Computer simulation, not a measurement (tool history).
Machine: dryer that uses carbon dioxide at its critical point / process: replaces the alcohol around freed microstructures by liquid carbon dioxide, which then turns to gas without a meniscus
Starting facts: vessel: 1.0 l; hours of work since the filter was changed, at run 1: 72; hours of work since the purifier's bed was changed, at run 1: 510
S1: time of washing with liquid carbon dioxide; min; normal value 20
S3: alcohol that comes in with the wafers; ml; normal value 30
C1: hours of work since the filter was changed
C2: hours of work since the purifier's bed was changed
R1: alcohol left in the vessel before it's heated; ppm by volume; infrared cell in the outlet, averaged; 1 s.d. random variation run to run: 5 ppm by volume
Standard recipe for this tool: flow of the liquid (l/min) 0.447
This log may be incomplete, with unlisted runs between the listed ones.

run 1 hour=0.0 | S1=20 flow_of_the_liquid_(l/min)=0.447 S3=30 | C1=72 C2=510 | R1=62
run 2 hour=18.5 | S1=20 flow_of_the_liquid_(l/min)=0.447 S3=30 | C1=81 C2=519 | R1=64
run 3 hour=43.0 | S1=20 flow_of_the_liquid_(l/min)=0.447 S3=30 | C1=92 C2=531 | R1=68
run 4 hour=68.0 | S1=20 flow_of_the_liquid_(l/min)=0.624 S3=30 | C1=104 C2=543 | R1=36
run 5 hour=93.2 | S1=20 flow_of_the_liquid_(l/min)=0.447 S3=30 | C1=116 C2=555 | R1=61
run 6 hour=114.5 | S1=20 flow_of_the_liquid_(l/min)=0.447 S3=30 | C1=127 C2=565 | R1=63
run 7 hour=136.4 | S1=20 flow_of_the_liquid_(l/min)=0.447 S3=30 | C1=137 C2=575 | R1=72
run 8 hour=161.9 | S1=20 flow_of_the_liquid_(l/min)=0.447 S3=30 | C1=149 C2=588 | R1=78
run 9 hour=173.4 | S1=20 flow_of_the_liquid_(l/min)=0.447 S3=30 | C1=155 C2=593 | R1=68
-- hour=191.6 inlet filter changed
run 10 hour=200.6 | S1=20 flow_of_the_liquid_(l/min)=0.447 S3=92 | C1=4 C2=606 | R1=110
run 11 hour=214.5 | S1=20 flow_of_the_liquid_(l/min)=0.447 S3=92 | C1=11 C2=612 | R1=97
run 12 hour=238.4 | S1=20 flow_of_the_liquid_(l/min)=0.447 S3=30 | C1=22 C2=624 | R1=71
run 13 hour=261.4 | S1=20 flow_of_the_liquid_(l/min)=0.447 S3=30 | C1=33 C2=635 | R1=63
run 14 hour=281.6 | S1=20 flow_of_the_liquid_(l/min)=0.447 S3=30 | C1=43 C2=644 | R1=66

Run 15 is up next; what results do you expect?
run 15 hour=301.7 | S1=20 flow_of_the_liquid_(l/min)=0.447 S3=103 | C1=53 C2=654 | R1=?

R1: 127 ppm by volume
If the tool had no hidden condition, the same run with the same run-to-run variation would have returned R1 72 ppm by volume.

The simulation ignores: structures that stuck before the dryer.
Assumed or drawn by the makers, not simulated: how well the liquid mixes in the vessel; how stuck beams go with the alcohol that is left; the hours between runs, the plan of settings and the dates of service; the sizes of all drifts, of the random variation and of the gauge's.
